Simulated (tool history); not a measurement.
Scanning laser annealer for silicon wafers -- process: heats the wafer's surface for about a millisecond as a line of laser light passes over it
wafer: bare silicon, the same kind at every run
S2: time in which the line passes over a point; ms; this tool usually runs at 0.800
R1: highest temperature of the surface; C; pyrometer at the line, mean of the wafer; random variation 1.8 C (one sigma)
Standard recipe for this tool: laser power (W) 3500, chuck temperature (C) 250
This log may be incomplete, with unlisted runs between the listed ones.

{"run": 1, "hour": 0.0, "laser power (W)": 3500, "S2": 0.8, "chuck temperature (C)": 250, "R1": 986}
{"run": 2, "hour": 12.8, "laser power (W)": 3500, "S2": 0.607, "chuck temperature (C)": 250, "R1": 893}
{"run": 3, "hour": 27.6, "laser power (W)": 3500, "S2": 0.8, "chuck temperature (C)": 250, "R1": 986}
{"run": 4, "hour": 37.1, "laser power (W)": 3500, "S2": 0.8, "chuck temperature (C)": 250, "R1": 989}
{"run": 5, "hour": 44.6, "laser power (W)": 3500, "S2": 0.8, "chuck temperature (C)": 250, "R1": 990}
{"run": 6, "hour": 55.9, "laser power (W)": 3500, "S2": 0.8, "chuck temperature (C)": 250, "R1": 984}
{"run": 7, "hour": 64.2, "laser power (W)": 3500, "S2": 0.8, "chuck temperature (C)": 250, "R1": 986}
{"run": 8, "hour": 75.5, "laser power (W)": 3500, "S2": 0.8, "chuck temperature (C)": 250, "R1": 986}
{"run": 9, "hour": 82.5, "laser power (W)": 3500, "S2": 0.8, "chuck temperature (C)": 250, "R1": 985}
{"run": 10, "hour": 93.1, "laser power (W)": 3500, "S2": 0.8, "chuck temperature (C)": 250, "R1": 987}
{"run": 11, "hour": 106.6, "laser power (W)": 3500, "S2": 0.8, "chuck temperature (C)": 250, "R1": 985}
{"run": 12, "hour": 118.5, "laser power (W)": 3500, "S2": 0.8, "chuck temperature (C)": 228, "R1": 963}
{"run": 13, "hour": 128.5, "laser power (W)": 3500, "S2": 0.8, "chuck temperature (C)": 250, "R1": 987}
{"run": 14, "hour": 143.4, "laser power (W)": 3500, "S2": 0.8, "chuck temperature (C)": 250, "R1": 983}
{"run": 15, "hour": 157.0, "laser power (W)": 3500, "S2": 0.8, "chuck temperature (C)": 250, "R1": 987}
{"run": 16, "hour": 169.3, "laser power (W)": 3500, "S2": 0.8, "chuck temperature (C)": 250, "R1": 986}
{"run": 17, "hour": 178.4, "laser power (W)": 3500, "S2": 0.8, "chuck temperature (C)": 250, "R1": 985}
{"run": 18, "hour": 190.5, "laser power (W)": 3500, "S2": 0.8, "chuck temperature (C)": 250, "R1": 986}
{"run": 19, "hour": 196.9, "laser power (W)": 3500, "S2": 0.8, "chuck temperature (C)": 250, "R1": 984}
{"run": 20, "hour": 207.3, "laser power (W)": 3500, "S2": 0.8, "chuck temperature (C)": 250, "R1": 988}
{"run": 21, "hour": 218.6, "laser power (W)": 3500, "S2": 0.8, "chuck temperature (C)": 250, "R1": 988}
{"run": 22, "hour": 226.8, "laser power (W)": 3500, "S2": 0.8, "chuck temperature (C)": 250, "R1": 988}
{"run": 23, "hour": 239.4, "laser power (W)": 3500, "S2": 0.8, "chuck temperature (C)": 250, "R1": 981}
{"run": 24, "hour": 248.6, "laser power (W)": 3199, "S2": 0.619, "chuck temperature (C)": 215, "R1": 808}
{"run": 25, "hour": 260.5, "laser power (W)": 3126, "S2": 0.709, "chuck temperature (C)": 222, "R1": 848}
{"run": 26, "hour": 270.3, "laser power (W)": 3126, "S2": 0.709, "chuck temperature (C)": 222, "R1": 843}
{"run": 27, "hour": 277.2, "laser power (W)": 3709, "S2": 0.8, "chuck temperature (C)": 281, "R1": 1061}
{"run": 28, "hour": 288.8, "laser power (W)": 3098, "S2": 0.561, "chuck temperature (C)": 263, "R1": 811}
{"run": 29, "hour": 300.7, "laser power (W)": 3395, "S2": 0.891, "chuck temperature (C)": 257, "R1": 1012}
{"run": 30, "hour": 310.3, "laser power (W)": 3123, "S2": 0.954, "chuck temperature (C)": 214, "R1": 931}
{"run": 31, "hour": 321.7, "laser power (W)": 3123, "S2": 0.954, "chuck temperature (C)": 214, "R1": 931}
{"run": 32, "hour": 333.6, "laser power (W)": 3150, "S2": 0.637, "chuck temperature (C)": 214, "R1": 808}
{"run": 33, "hour": 340.7, "laser power (W)": 3500, "S2": 0.8, "chuck temperature (C)": 212, "R1": 945}
{"run": 34, "hour": 348.0, "laser power (W)": 3500, "S2": 0.729, "chuck temperature (C)": 223, "R1": 926}
{"run": 35, "hour": 362.2, "laser power (W)": 2977, "S2": 0.8, "chuck temperature (C)": 223, "R1": 852}
{"run": 36, "hour": 374.5, "laser power (W)": 2977, "S2": 0.8, "chuck temperature (C)": 223, "R1": 853}
{"run": 37, "hour": 385.6, "laser power (W)": 2977, "S2": 0.8, "chuck temperature (C)": 223, "R1": 852}
{"run": 38, "hour": 398.6, "laser power (W)": 3783, "S2": 0.773, "chuck temperature (C)": 229, "R1": 1008}
{"run": 39, "hour": 412.9, "laser power (W)": 3500, "S2": 0.666, "chuck temperature (C)": 230, "R1": 905}
{"run": 40, "hour": 420.1, "laser power (W)": 3402, "S2": 0.932, "chuck temperature (C)": 230, "R1": 1002}

Branching from run 40: 4 alternative next runs. What would each branch give?
{"run": "A", "hour": 429.8, "laser power (W)": 3162, "S2": 0.8, "chuck temperature (C)": 233, "R1": "?"}
{"run": "B", "hour": 429.8, "laser power (W)": 3500, "S2": 0.8, "chuck temperature (C)": 251, "R1": "?"}
{"run": "C", "hour": 429.8, "laser power (W)": 3176, "S2": 0.705, "chuck temperature (C)": 254, "R1": "?"}
{"run": "D", "hour": 429.8, "laser power (W)": 3500, "S2": 0.589, "chuck temperature (C)": 250, "R1": "?"}

run=A R1=898
run=B R1=987
run=C R1=884
run=D R1=882
Stripped of hidden state, with their random variation kept, the same runs would have yielded:
run=A R1=898
run=B R1=987
run=C R1=884
run=D R1=882

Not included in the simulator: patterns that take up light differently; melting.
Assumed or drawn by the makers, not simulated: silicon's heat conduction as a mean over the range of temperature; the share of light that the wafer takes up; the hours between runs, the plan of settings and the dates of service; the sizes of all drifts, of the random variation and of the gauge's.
